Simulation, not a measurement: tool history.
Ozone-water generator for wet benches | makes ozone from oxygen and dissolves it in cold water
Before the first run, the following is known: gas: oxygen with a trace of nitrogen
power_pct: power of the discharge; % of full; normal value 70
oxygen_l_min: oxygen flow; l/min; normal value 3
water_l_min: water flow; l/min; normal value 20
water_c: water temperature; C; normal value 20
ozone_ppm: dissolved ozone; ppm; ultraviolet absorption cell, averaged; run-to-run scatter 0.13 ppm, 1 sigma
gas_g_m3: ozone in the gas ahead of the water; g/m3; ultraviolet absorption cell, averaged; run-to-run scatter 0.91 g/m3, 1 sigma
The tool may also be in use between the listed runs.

| run | hour | power_pct | oxygen_l_min | water_l_min | water_c | ozone_ppm | gas_g_m3 |
|---|---|---|---|---|---|---|---|
| 1 | 0 | 70 | 3 | 20 | 20 | 12.2 | 149.3 |
| 2 | 122.2 | 70 | 3 | 20 | 20 | 11.9 | 149.2 |
| 3 | 317.2 | 70 | 1.86 | 20 | 20 | 10.6 | 185.9 |
| 4 | 415.8 | 70 | 1.86 | 20 | 20 | 10.5 | 184.5 |
| 5 | 585.1 | 70 | 3 | 20 | 20 | 12 | 148.9 |
| 6 | 805.2 | 70 | 3 | 20 | 20 | 12 | 149.5 |
| 7 | 1013.7 | 42 | 3 | 20 | 20 | 9.2 | 114.3 |
| 8 | 1186.9 | 42 | 3 | 20 | 20 | 9.3 | 114.4 |
| 9 | 1328.9 | 70 | 1.51 | 20 | 20 | 9.7 | 199.8 |
| 10 | 1466.3 | 70 | 1.51 | 20 | 20 | 9.7 | 200.1 |
| 11 | 1671.4 | 70 | 1.51 | 20 | 20 | 9.7 | 199.6 |
| 12 | 1891 | 70 | 1.51 | 15 | 20 | 12.4 | 200.9 |
|  | 1947.2 | contactor cleaned |
| 13 | 2059.8 | 70 | 1.51 | 15 | 20 | 12.6 | 197.5 |
| 14 | 2227.3 | 70 | 1.51 | 15 | 20 | 12.7 | 198 |
| 15 | 2453.4 | 70 | 3 | 20 | 20 | 11.8 | 144 |
|  | 2471.9 | water thermometer calibrated |
| 16 | 2592.4 | 70 | 3 | 31 | 20 | 8.2 | 143 |
| 17 | 2737.5 | 70 | 1.74 | 29 | 17 | 7.2 | 184.1 |
| 18 | 2885.3 | 70 | 3 | 18 | 27 | 11.9 | 144.7 |
| 19 | 2999.4 | 94 | 3 | 27 | 27 | 9.9 | 164.6 |
| 20 | 3195.9 | 41 | 3 | 20 | 14 | 9.3 | 109.1 |
| 21 | 3377.6 | 47 | 2.43 | 18 | 12 | 10.9 | 129.3 |
| 22 | 3489.3 | 70 | 3.29 | 20 | 22 | 11.6 | 135.5 |
| 23 | 3709.7 | 46 | 2.26 | 20 | 20 | 8.9 | 129.7 |
|  | 3739.3 | water thermometer calibrated, once more |
| 24 | 3909.1 | 40 | 3 | 29 | 17 | 6.5 | 108 |
| 25 | 4072.1 | 40 | 3 | 29 | 17 | 6.6 | 108 |
| 26 | 4251.8 | 40 | 3 | 29 | 17 | 6.5 | 106.7 |
| 27 | 4397.7 | 45 | 3 | 20 | 20 | 9.3 | 114.1 |
| 28 | 4502.9 | 70 | 2.72 | 20 | 13 | 11.8 | 146.1 |
| 29 | 4612.5 | 54 | 3.13 | 23 | 13 | 9.6 | 121.1 |

Predict each of these 5 candidate next runs independently; none follows another, all start after run 29:
| A | 4775.6 | 67 | 1.76 | 23 | 13 | ? | ? |
| B | 4775.6 | 70 | 3 | 23 | 20 | ? | ? |
| C | 4775.6 | 70 | 4.91 | 14 | 20 | ? | ? |
| D | 4775.6 | 54 | 3.13 | 21 | 13 | ? | ? |
| E | 4775.6 | 63 | 3 | 20 | 24 | ? | ? |

| run | ozone_ppm | gas_g_m3 |
|---|---|---|
| A | 8.8 | 173.3 |
| B | 10.2 | 140.1 |
| C | 15.3 | 111.7 |
| D | 10.4 | 120.2 |
| E | 10.3 | 133.8 |
Take away the tool's hidden state, keep each run's random variation, and the runs would have read:
| run | ozone_ppm | gas_g_m3 |
|---|---|---|
| A | 9.7 | 188.2 |
| B | 11.3 | 152.4 |
| C | 16.9 | 121.6 |
| D | 11.3 | 129.4 |
| E | 11.4 | 144.9 |
